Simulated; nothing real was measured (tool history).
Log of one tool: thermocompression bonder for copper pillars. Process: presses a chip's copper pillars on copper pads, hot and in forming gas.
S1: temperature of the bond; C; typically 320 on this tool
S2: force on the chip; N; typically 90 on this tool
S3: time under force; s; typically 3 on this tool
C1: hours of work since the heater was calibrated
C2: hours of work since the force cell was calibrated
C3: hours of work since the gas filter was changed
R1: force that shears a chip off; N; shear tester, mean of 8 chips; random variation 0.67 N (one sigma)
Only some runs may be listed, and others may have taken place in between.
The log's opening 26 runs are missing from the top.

run,hour,S1,S2,S3,C1,C2,C3,R1
27,1238.3,342,64,4,762,58,88,43.2
28,1291,342,64,4,798,95,124,41.9
# hour 1320.4: forming gas filter changed
29,1324.2,349,80,3,821,118,3,54.3
30,1373,320,62,3,855,152,37,29.2
31,1407.4,315,90,3,879,175,60,40
32,1439.2,315,90,3,901,197,82,38.9
33,1492.5,301,56,4,938,234,119,21.9
# hour 1527.3: forming gas filter changed
34,1537.6,301,56,4,969,265,7,23.6
35,1594.9,320,61,2,1008,305,47,23.4
36,1635,331,61,3,1036,333,75,30.6
37,1683.7,329,116,3,1070,367,108,55.6
# hour 1734.2: forming gas filter changed
38,1734.2,326,82,4,1105,401,0,46.8
39,1791.8,315,106,2,1145,441,40,39
40,1821.7,328,106,7,1165,462,61,67.9

Each row is a separate what-if for the run after 40, all from the same tool condition, not one after another. Results?
A,1862.6,332,61,4,1194,490,89,?
B,1862.6,300,82,7,1194,490,89,?
C,1862.6,301,71,3,1194,490,89,?

run,R1
A,33.7
B,39.3
C,23.2
With the hidden condition removed and each run's random variation left untouched, the same runs would have given:
run,R1
A,42.7
B,50.4
C,30.5

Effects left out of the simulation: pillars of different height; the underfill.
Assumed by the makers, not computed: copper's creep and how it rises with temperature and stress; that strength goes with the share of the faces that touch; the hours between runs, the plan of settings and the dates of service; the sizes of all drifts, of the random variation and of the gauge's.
